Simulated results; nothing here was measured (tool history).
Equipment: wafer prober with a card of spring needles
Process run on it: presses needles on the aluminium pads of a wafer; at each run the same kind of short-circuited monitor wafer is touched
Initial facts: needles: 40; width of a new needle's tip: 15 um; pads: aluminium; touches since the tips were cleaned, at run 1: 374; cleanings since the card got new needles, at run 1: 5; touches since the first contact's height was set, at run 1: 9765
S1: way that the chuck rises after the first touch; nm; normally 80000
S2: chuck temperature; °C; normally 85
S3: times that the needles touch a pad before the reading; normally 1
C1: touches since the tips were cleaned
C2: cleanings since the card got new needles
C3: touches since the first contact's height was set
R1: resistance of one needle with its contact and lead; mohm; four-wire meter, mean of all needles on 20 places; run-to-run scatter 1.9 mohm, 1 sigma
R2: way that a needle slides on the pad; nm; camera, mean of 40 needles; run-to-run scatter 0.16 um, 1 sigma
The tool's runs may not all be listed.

run,day,S1,S2,S3,C1,C2,C3,R1,R2
1,0.000,80000,85,1,374,5,9765,206,15860
# day 0.204: tips cleaned on abrasive film
# day 0.462: tips cleaned on abrasive film
# day 0.721: tips cleaned on abrasive film
# day 0.979: tips cleaned on abrasive film
2,1.096,80000,85,1,909,9,18220,216,15870
# day 1.204: tips cleaned on abrasive film
# day 1.462: tips cleaned on abrasive film
3,1.642,80000,85,1,1395,11,22413,224,15890
# day 1.696: tips cleaned on abrasive film
# day 1.908: tips cleaned on abrasive film
# day 2.167: tips cleaned on abrasive film
# day 2.425: tips cleaned on abrasive film
4,2.504,80000,25,1,639,15,29049,201,15840
# day 2.662: tips cleaned on abrasive film
# day 2.925: tips cleaned on abrasive film
# day 3.138: tips cleaned on abrasive film
# day 3.392: tips cleaned on abrasive film
5,3.512,80000,85,1,939,19,36791,216,15560
# day 3.617: tips cleaned on abrasive film
# day 3.829: tips cleaned on abrasive film
# day 4.083: tips cleaned on abrasive film
6,4.271,80000,85,1,1463,22,42642,219,15830
# day 4.325: tips cleaned on abrasive film
# day 4.583: tips cleaned on abrasive film
# day 4.796: tips cleaned on abrasive film
7,4.946,80000,85,1,1168,25,47812,219,15880
# day 5.050: tips cleaned on abrasive film
# day 5.262: tips cleaned on abrasive film
# day 5.483: tips cleaned on abrasive film
8,5.483,80000,85,1,0,28,51932,203,15780
# day 5.746: tips cleaned on abrasive film
# day 6.004: tips cleaned on abrasive film
9,6.175,80000,85,1,1341,30,57300,226,15460
# day 6.233: tips cleaned on abrasive film
# day 6.488: tips cleaned on abrasive film
# day 6.750: tips cleaned on abrasive film
# day 6.962: tips cleaned on abrasive film
10,6.962,80000,85,1,0,34,63318,204,15290
# day 7.217: tips cleaned on abrasive film
# day 7.475: tips cleaned on abrasive film
11,7.562,80000,85,1,659,36,67936,217,15460
# day 7.721: tips cleaned on abrasive film
# day 7.929: tips cleaned on abrasive film
# day 8.183: tips cleaned on abrasive film
# day 8.446: tips cleaned on abrasive film
12,8.567,80000,85,2,943,40,75674,212,15620
# day 8.667: tips cleaned on abrasive film
# day 8.875: tips cleaned on abrasive film
# day 9.133: tips cleaned on abrasive film
13,9.225,80000,59,1,715,43,80727,211,15220
# day 9.383: tips cleaned on abrasive film
# day 9.592: tips cleaned on abrasive film
# day 9.854: tips cleaned on abrasive film
# day 10.062: tips cleaned on abrasive film
14,10.262,80000,59,1,1555,47,88728,222,15410
# day 10.317: tips cleaned on abrasive film
# day 10.529: tips cleaned on abrasive film
# day 10.792: tips cleaned on abrasive film
# day 11.050: tips cleaned on abrasive film
# day 11.304: tips cleaned on abrasive film
15,11.367,71000,66,2,480,52,97196,208,13110
# day 11.525: tips cleaned on abrasive film
# day 11.788: tips cleaned on abrasive film
# day 12.033: tips cleaned on abrasive film
# day 12.242: tips cleaned on abrasive film
16,12.312,78000,92,1,553,56,104474,223,14550
# day 12.471: tips cleaned on abrasive film
# day 12.733: tips cleaned on abrasive film
# day 12.988: tips cleaned on abrasive film
17,13.146,78000,92,1,1220,59,110890,230,14660
# day 13.250: tips cleaned on abrasive film
# day 13.458: tips cleaned on abrasive film
# day 13.721: tips cleaned on abrasive film
18,13.833,78000,73,2,885,62,116181,212,14290
# day 13.942: tips cleaned on abrasive film
# day 14.196: tips cleaned on abrasive film
# day 14.450: tips cleaned on abrasive film
19,14.562,78000,73,2,860,65,121785,213,14610
# day 14.667: tips cleaned on abrasive film
# day 14.917: tips cleaned on abrasive film
# day 15.175: tips cleaned on abrasive film
20,15.250,78000,73,2,608,68,127092,210,14260
# day 15.412: tips cleaned on abrasive film
# day 15.667: tips cleaned on abrasive film
21,15.858,88000,43,2,1493,70,131768,208,16490
# day 15.912: tips cleaned on abrasive film
# day 16.171: tips cleaned on abrasive film
# day 16.433: tips cleaned on abrasive film
# day 16.642: tips cleaned on abrasive film
22,16.675,75000,66,2,274,74,138048,204,14060
# day 16.883: tips cleaned on abrasive film
# day 17.092: tips cleaned on abrasive film
# day 17.346: tips cleaned on abrasive film
# day 17.596: tips cleaned on abrasive film
23,17.617,84000,34,1,166,78,145263,201,15150
# day 17.821: tips cleaned on abrasive film
# day 18.079: tips cleaned on abrasive film
# day 18.329: tips cleaned on abrasive film
# day 18.583: tips cleaned on abrasive film
24,18.608,84000,34,1,189,82,152900,198,15630
# day 18.817: tips cleaned on abrasive film
# day 19.075: tips cleaned on abrasive film
# day 19.333: tips cleaned on abrasive film
# day 19.583: tips cleaned on abrasive film
25,19.642,80000,119,1,460,86,160875,223,14460
# day 19.800: tips cleaned on abrasive film
# day 20.054: tips cleaned on abrasive film
# day 20.267: tips cleaned on abrasive film
# day 20.500: tips cleaned on abrasive film
26,20.500,80000,53,2,0,90,167444,196,14370
# day 20.758: tips cleaned on abrasive film
# day 20.967: tips cleaned on abrasive film
27,21.167,85000,71,2,1565,92,172605,217,15380

For each entry between runs, how does the tool's hidden state at the last listed run before it compare with that at the first listed run after it?
Between runs 1 and 2: tips cleaned on abrasive film (day 0.204); tips cleaned on abrasive film (day 0.462); tips cleaned on abrasive film (day 0.721); tips cleaned on abrasive film (day 0.979)
  debris on the tips, nm: 33.7 -> 76.3; way that the needles fall short of the set height, um: 0.37 -> 0.74; tips' diameter, um: 15.13 -> 15.26
  measured less the result without the state, R1: +7 -> +17 mohm; R2: -80 -> -140 nm
Between runs 2 and 3: tips cleaned on abrasive film (day 1.204); tips cleaned on abrasive film (day 1.462)
  debris on the tips, nm: 76.3 -> 105.7; way that the needles fall short of the set height, um: 0.74 -> 0.88; tips' diameter, um: 15.26 -> 15.31
  measured less the result without the state, R1: +17 -> +25 mohm; R2: -140 -> -180 nm
Between runs 3 and 4: tips cleaned on abrasive film (day 1.696); tips cleaned on abrasive film (day 1.908); tips cleaned on abrasive film (day 2.167); tips cleaned on abrasive film (day 2.425)
  debris on the tips, nm: 105.7 -> 59.9; way that the needles fall short of the set height, um: 0.88 -> 1.22; tips' diameter, um: 15.31 -> 15.43
  measured less the result without the state, R1: +25 -> +16 mohm; R2: -180 -> -250 nm
Between runs 4 and 5: tips cleaned on abrasive film (day 2.662); tips cleaned on abrasive film (day 2.925); tips cleaned on abrasive film (day 3.138); tips cleaned on abrasive film (day 3.392)
  debris on the tips, nm: 59.9 -> 69; way that the needles fall short of the set height, um: 1.22 -> 1.55; tips' diameter, um: 15.43 -> 15.54
  measured less the result without the state, R1: +16 -> +16 mohm; R2: -250 -> -300 nm
Between runs 5 and 6: tips cleaned on abrasive film (day 3.617); tips cleaned on abrasive film (day 3.829); tips cleaned on abrasive film (day 4.083)
  debris on the tips, nm: 69 -> 91.4; way that the needles fall short of the set height, um: 1.55 -> 1.81; tips' diameter, um: 15.54 -> 15.63
  measured less the result without the state, R1: +16 -> +22 mohm; R2: -300 -> -360 nm
Between runs 6 and 7: tips cleaned on abrasive film (day 4.325); tips cleaned on abrasive film (day 4.583); tips cleaned on abrasive film (day 4.796)
  debris on the tips, nm: 91.4 -> 90.8; way that the needles fall short of the set height, um: 1.81 -> 2.03; tips' diameter, um: 15.63 -> 15.71
  measured less the result without the state, R1: +22 -> +22 mohm; R2: -360 -> -420 nm
Between runs 7 and 8: tips cleaned on abrasive film (day 5.050); tips cleaned on abrasive film (day 5.262); tips cleaned on abrasive film (day 5.483)
  debris on the tips, nm: 90.8 -> 5; way that the needles fall short of the set height, um: 2.03 -> 2.24; tips' diameter, um: 15.71 -> 15.78
  measured less the result without the state, R1: +22 -> +3 mohm; R2: -420 -> -450 nm
Between runs 8 and 9: tips cleaned on abrasive film (day 5.746); tips cleaned on abrasive film (day 6.004)
  debris on the tips, nm: 5 -> 99; way that the needles fall short of the set height, um: 2.24 -> 2.41; tips' diameter, um: 15.78 -> 15.84
  measured less the result without the state, R1: +3 -> +25 mohm; R2: -450 -> -480 nm
Between runs 9 and 10: tips cleaned on abrasive film (day 6.233); tips cleaned on abrasive film (day 6.488); tips cleaned on abrasive film (day 6.750); tips cleaned on abrasive film (day 6.962)
  debris on the tips, nm: 99 -> 4.6; way that the needles fall short of the set height, um: 2.41 -> 2.74; tips' diameter, um: 15.84 -> 15.96
  measured less the result without the state, R1: +25 -> +3 mohm; R2: -480 -> -540 nm
Between runs 10 and 11: tips cleaned on abrasive film (day 7.217); tips cleaned on abrasive film (day 7.475)
  debris on the tips, nm: 4.6 -> 51.3; way that the needles fall short of the set height, um: 2.74 -> 2.91; tips' diameter, um: 15.96 -> 16.02
  measured less the result without the state, R1: +3 -> +14 mohm; R2: -540 -> -580 nm
Between runs 11 and 12: tips cleaned on abrasive film (day 7.721); tips cleaned on abrasive film (day 7.929); tips cleaned on abrasive film (day 8.183); tips cleaned on abrasive film (day 8.446)
  debris on the tips, nm: 51.3 -> 80.4; way that the needles fall short of the set height, um: 2.91 -> 3.2; tips' diameter, um: 16.02 -> 16.12
  measured less the result without the state, R1: +14 -> +13 mohm; R2: -580 -> -640 nm
Between runs 12 and 13: tips cleaned on abrasive film (day 8.667); tips cleaned on abrasive film (day 8.875); tips cleaned on abrasive film (day 9.133)
  debris on the tips, nm: 80.4 -> 64.7; way that the needles fall short of the set height, um: 3.2 -> 3.46; tips' diameter, um: 16.12 -> 16.21
  measured less the result without the state, R1: +13 -> +19 mohm; R2: -640 -> -690 nm
Between runs 13 and 14: tips cleaned on abrasive film (day 9.383); tips cleaned on abrasive film (day 9.592); tips cleaned on abrasive film (day 9.854); tips cleaned on abrasive film (day 10.062)
  debris on the tips, nm: 64.7 -> 93.9; way that the needles fall short of the set height, um: 3.46 -> 3.84; tips' diameter, um: 16.21 -> 16.34
  measured less the result without the state, R1: +19 -> +28 mohm; R2: -690 -> -770 nm
Between runs 14 and 15: tips cleaned on abrasive film (day 10.317); tips cleaned on abrasive film (day 10.529); tips cleaned on abrasive film (day 10.792); tips cleaned on abrasive film (day 11.050); tips cleaned on abrasive film (day 11.304)
  debris on the tips, nm: 93.9 -> 39.8; way that the needles fall short of the set height, um: 3.84 -> 4.27; tips' diameter, um: 16.34 -> 16.5
  measured less the result without the state, R1: +28 -> +11 mohm; R2: -770 -> -840 nm
Between runs 15 and 16: tips cleaned on abrasive film (day 11.525); tips cleaned on abrasive film (day 11.788); tips cleaned on abrasive film (day 12.033); tips cleaned on abrasive film (day 12.242)
  debris on the tips, nm: 39.8 -> 52.9; way that the needles fall short of the set height, um: 4.27 -> 4.58; tips' diameter, um: 16.5 -> 16.6
  measured less the result without the state, R1: +11 -> +17 mohm; R2: -840 -> -910 nm
Between runs 16 and 17: tips cleaned on abrasive film (day 12.471); tips cleaned on abrasive film (day 12.733); tips cleaned on abrasive film (day 12.988)
  debris on the tips, nm: 52.9 -> 92.1; way that the needles fall short of the set height, um: 4.58 -> 4.84; tips' diameter, um: 16.6 -> 16.69
  measured less the result without the state, R1: +17 -> +28 mohm; R2: -910 -> -960 nm
Between runs 17 and 18: tips cleaned on abrasive film (day 13.250); tips cleaned on abrasive film (day 13.458); tips cleaned on abrasive film (day 13.721)
  debris on the tips, nm: 92.1 -> 69.5; way that the needles fall short of the set height, um: 4.84 -> 5.06; tips' diameter, um: 16.69 -> 16.77
  measured less the result without the state, R1: +28 -> +15 mohm; R2: -960 -> -1000 nm
Between runs 18 and 19: tips cleaned on abrasive film (day 13.942); tips cleaned on abrasive film (day 14.196); tips cleaned on abrasive film (day 14.450)
  debris on the tips, nm: 69.5 -> 68.9; way that the needles fall short of the set height, um: 5.06 -> 5.3; tips' diameter, um: 16.77 -> 16.85
  measured less the result without the state, R1: +15 -> +15 mohm; R2: -1000 -> -1060 nm
Between runs 19 and 20: tips cleaned on abrasive film (day 14.667); tips cleaned on abrasive film (day 14.917); tips cleaned on abrasive film (day 15.175)
  debris on the tips, nm: 68.9 -> 52.2; way that the needles fall short of the set height, um: 5.3 -> 5.5; tips' diameter, um: 16.85 -> 16.93
  measured less the result without the state, R1: +15 -> +12 mohm; R2: -1060 -> -1100 nm
Between runs 20 and 21: tips cleaned on abrasive film (day 15.412); tips cleaned on abrasive film (day 15.667)
  debris on the tips, nm: 52.2 -> 101.1; way that the needles fall short of the set height, um: 5.5 -> 5.67; tips' diameter, um: 16.93 -> 16.98
  measured less the result without the state, R1: +12 -> +18 mohm; R2: -1100 -> -1130 nm
Between runs 21 and 22: tips cleaned on abrasive film (day 15.912); tips cleaned on abrasive film (day 16.171); tips cleaned on abrasive film (day 16.433); tips cleaned on abrasive film (day 16.642)
  debris on the tips, nm: 101.1 -> 26.7; way that the needles fall short of the set height, um: 5.67 -> 6; tips' diameter, um: 16.98 -> 17.1
  measured less the result without the state, R1: +18 -> +8 mohm; R2: -1130 -> -1210 nm
Between runs 22 and 23: tips cleaned on abrasive film (day 16.883); tips cleaned on abrasive film (day 17.092); tips cleaned on abrasive film (day 17.346); tips cleaned on abrasive film (day 17.596)
  debris on the tips, nm: 26.7 -> 25.1; way that the needles fall short of the set height, um: 6 -> 6.33; tips' diameter, um: 17.1 -> 17.22
  measured less the result without the state, R1: +8 -> +10 mohm; R2: -1210 -> -1240 nm
Between runs 23 and 24: tips cleaned on abrasive film (day 17.821); tips cleaned on abrasive film (day 18.079); tips cleaned on abrasive film (day 18.329); tips cleaned on abrasive film (day 18.583)
  debris on the tips, nm: 25.1 -> 21.3; way that the needles fall short of the set height, um: 6.33 -> 6.65; tips' diameter, um: 17.22 -> 17.33
  measured less the result without the state, R1: +10 -> +9 mohm; R2: -1240 -> -1350 nm
Between runs 24 and 25: tips cleaned on abrasive film (day 18.817); tips cleaned on abrasive film (day 19.075); tips cleaned on abrasive film (day 19.333); tips cleaned on abrasive film (day 19.583)
  debris on the tips, nm: 21.3 -> 45.9; way that the needles fall short of the set height, um: 6.65 -> 7.01; tips' diameter, um: 17.33 -> 17.45
  measured less the result without the state, R1: +9 -> +17 mohm; R2: -1350 -> -1400 nm
Between runs 25 and 26: tips cleaned on abrasive film (day 19.800); tips cleaned on abrasive film (day 20.054); tips cleaned on abrasive film (day 20.267); tips cleaned on abrasive film (day 20.500)
  debris on the tips, nm: 45.9 -> 4.9; way that the needles fall short of the set height, um: 7.01 -> 7.3; tips' diameter, um: 17.45 -> 17.56
  measured less the result without the state, R1: +17 -> +4 mohm; R2: -1400 -> -1460 nm
Between runs 26 and 27: tips cleaned on abrasive film (day 20.758); tips cleaned on abrasive film (day 20.967)
  debris on the tips, nm: 4.9 -> 106.6; way that the needles fall short of the set height, um: 7.3 -> 7.45; tips' diameter, um: 17.56 -> 17.61
  measured less the result without the state, R1: +4 -> +22 mohm; R2: -1460 -> -1480 nm
